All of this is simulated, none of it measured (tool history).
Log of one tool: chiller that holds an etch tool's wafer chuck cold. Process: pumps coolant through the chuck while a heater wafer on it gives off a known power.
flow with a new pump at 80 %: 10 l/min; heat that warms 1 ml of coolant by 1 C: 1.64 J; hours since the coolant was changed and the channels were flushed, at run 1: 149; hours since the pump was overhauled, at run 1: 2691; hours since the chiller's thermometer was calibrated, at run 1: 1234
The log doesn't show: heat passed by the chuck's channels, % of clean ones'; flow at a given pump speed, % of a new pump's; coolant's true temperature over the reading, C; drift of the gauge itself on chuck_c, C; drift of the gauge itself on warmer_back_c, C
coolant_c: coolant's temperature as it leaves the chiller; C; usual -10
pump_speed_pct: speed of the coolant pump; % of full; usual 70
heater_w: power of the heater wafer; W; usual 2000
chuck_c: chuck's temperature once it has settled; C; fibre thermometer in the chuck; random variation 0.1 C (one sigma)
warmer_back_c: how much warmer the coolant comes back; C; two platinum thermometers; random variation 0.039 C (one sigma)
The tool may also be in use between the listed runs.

run   hour  coolant_c  pump_speed_pct  heater_w  hours since the coolant was changed and the channels were flushed  hours since the pump was overhauled  hours since the chiller's thermometer was calibrated  chuck_c  warmer_back_c
  1    0.0        -10              70      2000                                                                149                                 2691                                                  1234      8.7           8.50
  2   93.8        -10              70      2000                                                                242                                 2785                                                  1328      8.7           8.51
  3  170.3        -10              70      2000                                                                319                                 2861                                                  1404      8.6           8.51
  4  257.8        -10              70      2000                                                                406                                 2949                                                  1492      8.5           8.51
  5  357.7        -10              70      2000                                                                506                                 3049                                                  1592      8.8           8.54
  6  455.0        -10              74      2000                                                                604                                 3146                                                  1689      8.0           8.10
  7  497.7        -14              64      1880                                                                646                                 3189                                                  1732      5.1           8.85
  8  584.2        -14              77      1428                                                                733                                 3275                                                  1818     -1.4           5.59
  9  636.7         -7              97      2719                                                                785                                 3328                                                  1871     12.9           8.35
 10  704.5        -14              75      2719                                                                853                                 3396                                                  1939     10.2          10.89
 11  789.5        -16              92      2719                                                                938                                 3481                                                  2024      4.8           8.88

Measured less the same run without the tool's hidden state. The same run-to-run variation is in both; the gauge's scatter may not be:
run  chuck_c  warmer_back_c
  1     +0.3          +0.10
  2     +0.3          +0.11
  3     +0.3          +0.11
  4     +0.4          +0.12
  5     +0.4          +0.13
  6     +0.4          +0.13
  7     +0.5          +0.14
  8     +0.4          +0.09
  9     +0.5          +0.15
 10     +0.7          +0.20
 11     +0.6          +0.17

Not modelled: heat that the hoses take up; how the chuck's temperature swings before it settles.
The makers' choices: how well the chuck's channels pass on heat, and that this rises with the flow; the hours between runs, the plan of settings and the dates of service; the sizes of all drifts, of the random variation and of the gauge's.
